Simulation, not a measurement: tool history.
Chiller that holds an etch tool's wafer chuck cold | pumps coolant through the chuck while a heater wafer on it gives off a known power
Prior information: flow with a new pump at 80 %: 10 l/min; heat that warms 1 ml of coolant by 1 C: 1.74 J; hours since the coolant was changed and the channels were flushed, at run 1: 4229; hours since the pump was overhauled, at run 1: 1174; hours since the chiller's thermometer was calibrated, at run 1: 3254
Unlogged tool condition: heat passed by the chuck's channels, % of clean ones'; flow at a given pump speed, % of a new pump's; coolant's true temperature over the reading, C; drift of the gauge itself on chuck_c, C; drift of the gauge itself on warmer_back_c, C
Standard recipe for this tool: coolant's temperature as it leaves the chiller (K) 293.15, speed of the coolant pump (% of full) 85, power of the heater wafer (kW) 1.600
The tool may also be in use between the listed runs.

run   hour  coolant's temperature as it leaves the chiller (K)  speed of the coolant pump (% of full)  power of the heater wafer (kW)  hours since the coolant was changed and the channels were flushed  hours since the pump was overhauled  hours since the chiller's thermometer was calibrated  chuck's temperature once it has settled (K)  how much warmer the coolant comes back (C)
  1    0.0                                              293.15                                     85                           1.600                                                               4229                                 1174                                                  3254                                       307.75                                        5.21
  2   47.9                                              293.15                                     85                           1.600                                                               4277                                 1222                                                  3302                                       307.75                                        5.21
  3   84.8                                              293.15                                     85                           1.600                                                               4314                                 1259                                                  3339                                       307.75                                        5.24
  4  119.4                                              293.15                                     85                           0.907                                                               4349                                 1294                                                  3374                                       301.25                                        2.93
  5  143.6                                              293.15                                     70                           1.600                                                               4373                                 1318                                                  3398                                       310.45                                        6.48
  6  180.3                                              293.15                                     85                           1.600                                                               4410                                 1355                                                  3435                                       307.65                                        5.29
  7  221.1                                              293.15                                     85                           1.600                                                               4450                                 1396                                                  3475                                       307.85                                        5.19
  8  245.4                                              293.15                                     85                           1.600                                                               4475                                 1420                                                  3500                                       307.55                                        5.23
  9  286.9                                              289.15                                     85                           1.600                                                               4516                                 1461                                                  3541                                       303.85                                        5.25
 10  310.2                                              289.15                                     85                           1.600                                                               4540                                 1485                                                  3565                                       303.75                                        5.34
 11  338.3                                              293.15                                     88                           1.600                                                               4568                                 1513                                                  3593                                       307.45                                        5.02
 12  370.8                                              293.15                                     88                           1.600                                                               4600                                 1545                                                  3625                                       307.35                                        5.11
 13  416.0                                              288.15                                     64                           0.894                                                               4645                                 1591                                                  3670                                       298.35                                        4.05
 14  451.0                                              294.15                                     87                           1.181                                                               4680                                 1626                                                  3705                                       304.65                                        3.81
 15  486.4                                              294.15                                     87                           1.181                                                               4716                                 1661                                                  3741                                       304.65                                        3.77
 16  523.9                                              288.15                                     86                           1.695                                                               4753                                 1698                                                  3778                                       303.75                                        5.47
 17  563.1                                              293.15                                     71                           1.600                                                               4793                                 1738                                                  3818                                       310.35                                        6.40

For run 18, what comes out?
 18  593.1                                              289.15                                     71                           1.170                                                               4823                                 1768                                                  3848                                            ?                                           ?

chuck's temperature once it has settled (K): 301.65
how much warmer the coolant comes back (C): 4.68
Were there no unlogged condition in the tool, this run, its random variation unchanged, would have produced chuck's temperature once it has settled (K) 300.45, how much warmer the coolant comes back (C) 4.60.
